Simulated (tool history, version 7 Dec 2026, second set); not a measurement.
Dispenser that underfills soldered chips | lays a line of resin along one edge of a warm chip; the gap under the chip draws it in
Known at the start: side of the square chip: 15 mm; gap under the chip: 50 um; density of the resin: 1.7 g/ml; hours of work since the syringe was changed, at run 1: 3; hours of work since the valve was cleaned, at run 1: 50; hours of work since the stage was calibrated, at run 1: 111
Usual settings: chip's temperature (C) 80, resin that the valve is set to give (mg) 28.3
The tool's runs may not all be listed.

| run | hour | chip's temperature (C) | resin that the valve is set to give (mg) | hours of work since the syringe was changed | hours of work since the valve was cleaned | hours of work since the stage was calibrated | time until the resin shows at the far edge (s) | resin that the valve gave (mg) |
|---|---|---|---|---|---|---|---|---|
| 1 | 0 | 80 | 28.3 | 3 | 50 | 111 | 280.9 | 27.28 |
| 2 | 3.2 | 80 | 28.3 | 5 | 52 | 113 | 334.6 | 27.37 |
|  | 6.6 | new syringe of resin |
| 3 | 6.6 | 80 | 29.3 | 0 | 54 | 116 | 217.3 | 28.14 |
| 4 | 12.3 | 80 | 29.3 | 4 | 58 | 120 | 302.9 | 28.09 |
|  | 17.6 | new syringe of resin |
| 5 | 18.2 | 69 | 28.3 | 0 | 62 | 124 | 343.4 | 27.18 |
| 6 | 21.6 | 69 | 28.3 | 3 | 65 | 126 | 417.6 | 27.08 |
| 7 | 25.4 | 69 | 28.3 | 6 | 67 | 129 | 522 | 27.16 |
|  | 28.8 | new syringe of resin |
| 8 | 29.7 | 69 | 28.3 | 1 | 70 | 132 | 349 | 27 |
| 9 | 35.2 | 69 | 28.3 | 5 | 74 | 135 | 474.4 | 26.92 |
|  | 39.9 | new syringe of resin |
| 10 | 40.3 | 80 | 28.3 | 0 | 77 | 139 | 220.1 | 26.82 |
| 11 | 44 | 80 | 28.3 | 3 | 80 | 141 | 276.1 | 26.84 |
| 12 | 47.7 | 80 | 28.3 | 6 | 83 | 144 | 341.4 | 26.67 |
|  | 50.9 | new syringe of resin |
| 13 | 52.3 | 80 | 28.3 | 1 | 86 | 147 | 238.8 | 26.7 |
| 14 | 54.8 | 84 | 27.7 | 3 | 87 | 149 | 232.7 | 25.82 |
| 15 | 58 | 84 | 27.7 | 5 | 90 | 151 | 285.2 | 25.96 |
| 16 | 61.1 | 84 | 27.7 | 7 | 92 | 153 | 346.1 | 26.27 |
|  | 61.9 | new syringe of resin |
| 17 | 64.6 | 80 | 27.7 | 2 | 94 | 156 | 256.1 | 25.81 |
| 18 | 67.7 | 66 | 34.9 | 4 | 96 | 158 | 505.5 | 32.68 |
| 19 | 70.8 | 66 | 34.9 | 6 | 99 | 160 | 606.3 | 32.57 |
|  | 72.8 | new syringe of resin |
| 20 | 76.6 | 80 | 29.3 | 3 | 102 | 164 | 255.3 | 27.37 |
| 21 | 80.4 | 80 | 35.6 | 5 | 105 | 167 | 319.5 | 33.04 |
|  | 83.9 | new syringe of resin |
| 22 | 84 | 80 | 35.6 | 0 | 107 | 169 | 206.3 | 32.94 |
| 23 | 87.6 | 85 | 28.8 | 3 | 110 | 171 | 223.5 | 26.74 |
| 24 | 90.6 | 80 | 25.6 | 5 | 112 | 174 | 329.5 | 23.6 |
| 25 | 94 | 86 | 26.2 | 7 | 115 | 176 | 311.8 | 24.28 |

5 ways to go on from here, each from the tool as it stands after run 25. What would each give?
|  | 94.9 | new syringe of resin |
| A | 99.4 | 85 | 32.1 | 3 | 118 | 180 | ? | ? |
|  | 94.9 | new syringe of resin |
| B | 99.4 | 80 | 26.9 | 3 | 118 | 180 | ? | ? |
|  | 94.9 | new syringe of resin |
| C | 99.4 | 86 | 35.3 | 3 | 118 | 180 | ? | ? |
|  | 94.9 | new syringe of resin |
| D | 99.4 | 72 | 28.9 | 3 | 118 | 180 | ? | ? |
|  | 94.9 | new syringe of resin |
| E | 99.4 | 87 | 31 | 3 | 118 | 180 | ? | ? |

| run | time until the resin shows at the far edge (s) | resin that the valve gave (mg) |
|---|---|---|
| A | 225.7 | 29.3 |
| B | 278.1 | 24.64 |
| C | 215.8 | 32.37 |
| D | 374.6 | 26.41 |
| E | 214.4 | 28.72 |
Without the tool's hidden state the same runs would have given:
| run | time until the resin shows at the far edge (s) | resin that the valve gave (mg) |
|---|---|---|
| A | 180.7 | 31.84 |
| B | 220.2 | 26.78 |
| C | 173.4 | 35.18 |
| D | 299.1 | 28.7 |
| E | 171.1 | 31.2 |
